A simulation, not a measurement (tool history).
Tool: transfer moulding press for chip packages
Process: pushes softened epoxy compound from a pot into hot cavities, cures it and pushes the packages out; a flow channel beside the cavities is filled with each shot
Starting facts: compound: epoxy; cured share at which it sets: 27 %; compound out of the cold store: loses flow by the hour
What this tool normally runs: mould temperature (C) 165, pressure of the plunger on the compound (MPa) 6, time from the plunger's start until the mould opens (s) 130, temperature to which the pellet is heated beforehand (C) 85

run   hour  mould temperature (C)  pressure of the plunger on the compound (MPa)  time from the plunger's start until the mould opens (s)  temperature to which the pellet is heated beforehand (C)  incoming compound's hours out of the cold store  length that the compound runs in the flow channel (mm)  greatest force on the pins that push the packages out (N)
  1      0                    165                                              6                                                      130                                                        85                                             31.9                                                     665                                                        246
  2   51.8                    165                                              6                                                      130                                                        85                                             31.8                                                     670                                                        429
      76.8  -- mould's thermocouples calibrated
  3   88.9                    165                                              6                                                      130                                                        85                                             32.5                                                     667                                                        450
      94.8  -- cavities cleaned with cleaning compound and waxed
  4  133.8                    165                                              6                                                      130                                                        85                                             32.6                                                     662                                                        405
     167.7  -- mould's thermocouples calibrated, once more
  5  184.4                    165                                           7.33                                                      130                                                        85                                             13.9                                                     789                                                        435
     194.6  -- cavities cleaned with cleaning compound and waxed
  6  236.6                    165                                              6                                                      130                                                        85                                             28.1                                                     670                                                        394
  7  287.6                    165                                              6                                                      130                                                        85                                             32.7                                                     644                                                        447
     293.5  -- cavities cleaned with cleaning compound and waxed
  8  326.9                    165                                           6.86                                                      130                                                        85                                             10.6                                                     766                                                        372
  9  379.8                    165                                              6                                                      130                                                        85                                             32.5                                                     643                                                        444
       390  -- cavities cleaned with cleaning compound and waxed
       401  -- plunger's sealing rings changed
 10  429.5                    165                                              6                                                      130                                                        85                                             37.9                                                     646                                                        377
 11  484.5                    165                                              6                                                      130                                                        85                                              8.5                                                     740                                                        452
       491  -- cavities cleaned with cleaning compound and waxed
 12  516.7                    165                                              6                                                      130                                                        85                                             38.6                                                     644                                                        343
 13  568.6                    159                                           5.79                                                      131                                                        80                                             42.3                                                     647                                                        648
     591.5  -- cavities cleaned with cleaning compound and waxed
 14  602.8                    159                                           5.79                                                      131                                                        80                                             21.9                                                     710                                                        490
 15  639.1                    165                                              6                                                      143                                                        84                                             14.2                                                     720                                                        378
 16  672.9                    162                                           5.35                                                      131                                                        88                                             30.5                                                     640                                                        508
       688  -- cavities cleaned with cleaning compound and waxed
 17  701.6                    158                                           6.01                                                      160                                                        80                                             18.2                                                     736                                                        365
 18  743.5                    163                                              6                                                      118                                                        85                                             10.4                                                     738                                                        582
     786.3  -- cavities cleaned with cleaning compound and waxed
 19  796.3                    162                                              6                                                      130                                                        86                                             11.7                                                     735                                                        380
 20  829.2                    165                                           6.77                                                      163                                                        76                                              8.3                                                     777                                                        351
 21  860.3                    160                                              6                                                      130                                                        87                                             41.6                                                     643                                                        611

Consider 3 possible next runs. They are alternatives, not a sequence: every one starts from the tool as it was left by run 21. What does each give?
     870.3  -- plunger's sealing rings changed
     885.3  -- cavities cleaned with cleaning compound and waxed
  A  895.5                    158                                              6                                                      130                                                        85                                             41.2                                                       ?                                                          ?
     870.3  -- plunger's sealing rings changed
     885.3  -- cavities cleaned with cleaning compound and waxed
  B  895.5                    161                                              6                                                      130                                                        87                                             37.9                                                       ?                                                          ?
     870.3  -- plunger's sealing rings changed
     885.3  -- cavities cleaned with cleaning compound and waxed
  C  895.5                    171                                              6                                                      130                                                        85                                             45.2                                                       ?                                                          ?

run  length that the compound runs in the flow channel (mm)  greatest force on the pins that push the packages out (N)
  A                                                     673                                                        487
  B                                                     666                                                        389
  C                                                     602                                                        237
What these runs would have given with no unlogged condition in the tool:
run  length that the compound runs in the flow channel (mm)  greatest force on the pins that push the packages out (N)
  A                                                     672                                                        355
  B                                                     666                                                        288
  C                                                     603                                                        184
